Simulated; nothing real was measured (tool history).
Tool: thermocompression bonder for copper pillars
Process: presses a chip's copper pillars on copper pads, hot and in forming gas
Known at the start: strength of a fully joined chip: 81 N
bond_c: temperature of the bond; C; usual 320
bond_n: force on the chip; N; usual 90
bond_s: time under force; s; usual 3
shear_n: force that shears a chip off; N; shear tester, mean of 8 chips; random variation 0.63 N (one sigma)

run     day  bond_c  bond_n  bond_s  shear_n
  1       0     320      90       3     47.2
  2   0.508     320      90       3     47.8
  3    0.85     336      90       3     55.9
  4   1.179     336      90       3     54.5
  5   1.679     320      90       3     47.9
      2.021  -- forming gas filter changed
  6   2.075     320      90       3     52.4
  7   2.721     320      90       3     52.1
  8   3.017     320      90       3     51.6
  9   3.571     320      90       3     51.9
 10   4.012     320      90       3     51.6
 11   4.333     339      90       3     60.7
 12   4.996     339      90       3     60.8
 13   5.329     293      90       3     37.1
 14   5.888     339      90       3     59.2
 15   6.196     339      90       3     59.2
 16   6.612     339      90       3     59.4
 17   7.054     339      90       3       58
 18   7.567     320      90       3     49.6
 19   7.958     320      90       3     50.2
 20   8.442     320      80       3     46.3
 21   9.096     327     115       3     60.3
 22   9.733     309     112       3     49.1
 23  10.258     320      90       4     51.9
 24  10.846     320      75       4     46.4
 25  11.275     327     105       7     66.1
 26  11.929     327     105       7     65.4
 27  12.575     324     120       4     63.3
 28  13.054     295     123       3     44.1
 29  13.638     320      90       4     51.6
 30  14.288     320      90       2     41.1
 31  14.729     320      90       2     40.7
 32  15.196     297      98       3     37.3
     15.746  -- force cell calibrated
 33  15.746     301      90       6     44.4
 34  16.383     320      90       2     39.7
 35  16.792     320      90       2     39.8
 36  17.204     320      59       2     27.6
     17.304  -- forming gas filter changed
 37  17.767     320      59       2     30.4
 38  18.242     320      59       2     31.1
 39  18.808     320      59       2     31.8
 40  19.475     320      99       3     51.8

Some steps in shear_n between neighbouring runs. How much of each would the tool show without its hidden state too (settings, what came in, random variation), and how much is left for the hidden state, with any gauge scatter that isn't in both results?
The hidden state here: true temperature of the bond over the reading, C; force that reaches the chip, % of what is set; oxide that the forming gas leaves, % of the face; drift of the gauge itself on shear_n, %.
Run 5 -> 6: forming gas filter changed. shear_n +4.5 N: hidden state +5, all else -0.5.
Run 12 -> 13: bond_c 339 -> 293. shear_n -23.7 N: hidden state +0.1, all else -23.8.
Run 13 -> 14: bond_c 293 -> 339. shear_n +22.1 N: hidden state -0.6, all else +22.7.
Run 32 -> 33: bond_c 297 -> 301, bond_n 98 -> 90, bond_s 3 -> 6, force cell calibrated. shear_n +7.1 N: hidden state -1.9, all else +9.
Run 36 -> 37: forming gas filter changed. shear_n +2.8 N: hidden state +3, all else -0.2.
Run 39 -> 40: bond_n 59 -> 99, bond_s 2 -> 3. shear_n +20 N: hidden state -0.9, all else +20.9.
